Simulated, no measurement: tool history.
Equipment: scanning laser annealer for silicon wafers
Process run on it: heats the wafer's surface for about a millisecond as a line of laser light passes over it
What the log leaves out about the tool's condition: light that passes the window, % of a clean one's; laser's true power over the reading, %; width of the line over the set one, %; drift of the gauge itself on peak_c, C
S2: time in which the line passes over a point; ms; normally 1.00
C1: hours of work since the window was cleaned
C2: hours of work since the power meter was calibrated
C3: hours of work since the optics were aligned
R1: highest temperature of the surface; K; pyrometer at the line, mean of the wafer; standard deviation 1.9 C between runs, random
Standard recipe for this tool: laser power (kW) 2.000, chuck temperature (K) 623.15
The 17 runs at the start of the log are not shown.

{"run": 18, "hour": 173.7, "laser power (kW)": 2.194, "S2": 1.0, "chuck temperature (K)": 623.15, "C1": 529, "C2": 219, "C3": 712, "R1": 1528.15}
{"run": 19, "hour": 181.6, "laser power (kW)": 2.194, "S2": 1.0, "chuck temperature (K)": 623.15, "C1": 535, "C2": 225, "C3": 718, "R1": 1524.15}
{"run": 20, "hour": 195.5, "laser power (kW)": 2.0, "S2": 1.0, "chuck temperature (K)": 623.15, "C1": 545, "C2": 236, "C3": 728, "R1": 1449.15}
{"run": 21, "hour": 205.2, "laser power (kW)": 1.988, "S2": 1.0, "chuck temperature (K)": 623.15, "C1": 552, "C2": 243, "C3": 735, "R1": 1446.15}
{"run": 22, "hour": 219.3, "laser power (kW)": 1.988, "S2": 1.0, "chuck temperature (K)": 623.15, "C1": 563, "C2": 253, "C3": 746, "R1": 1443.15}
{"run": 23, "hour": 227.3, "laser power (kW)": 1.988, "S2": 1.0, "chuck temperature (K)": 623.15, "C1": 569, "C2": 259, "C3": 752, "R1": 1444.15}
{"run": 24, "hour": 238.3, "laser power (kW)": 1.988, "S2": 1.0, "chuck temperature (K)": 623.15, "C1": 577, "C2": 267, "C3": 760, "R1": 1445.15}
{"run": 25, "hour": 249.1, "laser power (kW)": 2.0, "S2": 0.88, "chuck temperature (K)": 656.15, "C1": 585, "C2": 275, "C3": 768, "R1": 1428.15}
{"run": 26, "hour": 261.7, "laser power (kW)": 2.0, "S2": 0.72, "chuck temperature (K)": 649.15, "C1": 594, "C2": 285, "C3": 777, "R1": 1340.15}
{"run": 27, "hour": 269.2, "laser power (kW)": 2.0, "S2": 0.7, "chuck temperature (K)": 629.15, "C1": 600, "C2": 290, "C3": 783, "R1": 1307.15}
{"run": 28, "hour": 277.1, "laser power (kW)": 2.0, "S2": 0.7, "chuck temperature (K)": 629.15, "C1": 606, "C2": 296, "C3": 789, "R1": 1311.15}
{"run": 29, "hour": 287.1, "laser power (kW)": 2.104, "S2": 0.91, "chuck temperature (K)": 605.15, "C1": 613, "C2": 304, "C3": 796, "R1": 1430.15}
{"run": 30, "hour": 295.2, "laser power (kW)": 1.864, "S2": 1.0, "chuck temperature (K)": 623.15, "C1": 619, "C2": 310, "C3": 802, "R1": 1397.15}
{"run": 31, "hour": 301.9, "laser power (kW)": 1.82, "S2": 1.03, "chuck temperature (K)": 601.15, "C1": 624, "C2": 315, "C3": 807, "R1": 1371.15}
{"run": 32, "hour": 309.3, "laser power (kW)": 2.197, "S2": 1.0, "chuck temperature (K)": 623.15, "C1": 630, "C2": 320, "C3": 813, "R1": 1529.15}
{"run": 33, "hour": 317.8, "laser power (kW)": 1.797, "S2": 0.77, "chuck temperature (K)": 655.15, "C1": 636, "C2": 327, "C3": 819, "R1": 1305.15}
{"run": 34, "hour": 327.3, "laser power (kW)": 2.0, "S2": 1.09, "chuck temperature (K)": 638.15, "C1": 643, "C2": 334, "C3": 826, "R1": 1502.15}
{"run": 35, "hour": 333.3, "laser power (kW)": 1.829, "S2": 1.0, "chuck temperature (K)": 623.15, "C1": 648, "C2": 338, "C3": 831, "R1": 1383.15}
{"run": 36, "hour": 346.1, "laser power (kW)": 1.829, "S2": 0.94, "chuck temperature (K)": 648.15, "C1": 657, "C2": 348, "C3": 840, "R1": 1379.15}
{"run": 37, "hour": 357.3, "laser power (kW)": 2.025, "S2": 0.74, "chuck temperature (K)": 659.15, "C1": 666, "C2": 356, "C3": 849, "R1": 1369.15}
{"run": 38, "hour": 364.3, "laser power (kW)": 2.086, "S2": 0.72, "chuck temperature (K)": 642.15, "C1": 671, "C2": 361, "C3": 854, "R1": 1359.15}
{"run": 39, "hour": 373.1, "laser power (kW)": 2.183, "S2": 1.2, "chuck temperature (K)": 661.15, "C1": 677, "C2": 368, "C3": 860, "R1": 1652.15}
{"run": 40, "hour": 382.7, "laser power (kW)": 2.188, "S2": 1.23, "chuck temperature (K)": 648.15, "C1": 684, "C2": 375, "C3": 867, "R1": 1656.15}
{"run": 41, "hour": 394.8, "laser power (kW)": 2.188, "S2": 1.23, "chuck temperature (K)": 648.15, "C1": 694, "C2": 384, "C3": 876, "R1": 1653.15}

4 options for the next run, each taken on its own from the tool as it stands now. Forecast them:
{"run": "A", "hour": 408.8, "laser power (kW)": 2.188, "S2": 0.8, "chuck temperature (K)": 648.15, "C1": 704, "C2": 394, "C3": 887, "R1": "?"}
{"run": "B", "hour": 408.8, "laser power (kW)": 2.188, "S2": 0.76, "chuck temperature (K)": 648.15, "C1": 704, "C2": 394, "C3": 887, "R1": "?"}
{"run": "C", "hour": 408.8, "laser power (kW)": 2.0, "S2": 1.0, "chuck temperature (K)": 608.15, "C1": 704, "C2": 394, "C3": 887, "R1": "?"}
{"run": "D", "hour": 408.8, "laser power (kW)": 1.82, "S2": 1.16, "chuck temperature (K)": 612.15, "C1": 704, "C2": 394, "C3": 887, "R1": "?"}

run=A R1=1444.15
run=B R1=1424.15
run=C R1=1432.15
run=D R1=1436.15
With no hidden state in the tool, these same runs would have given:
run=A R1=1445.15
run=B R1=1425.15
run=C R1=1433.15
run=D R1=1438.15
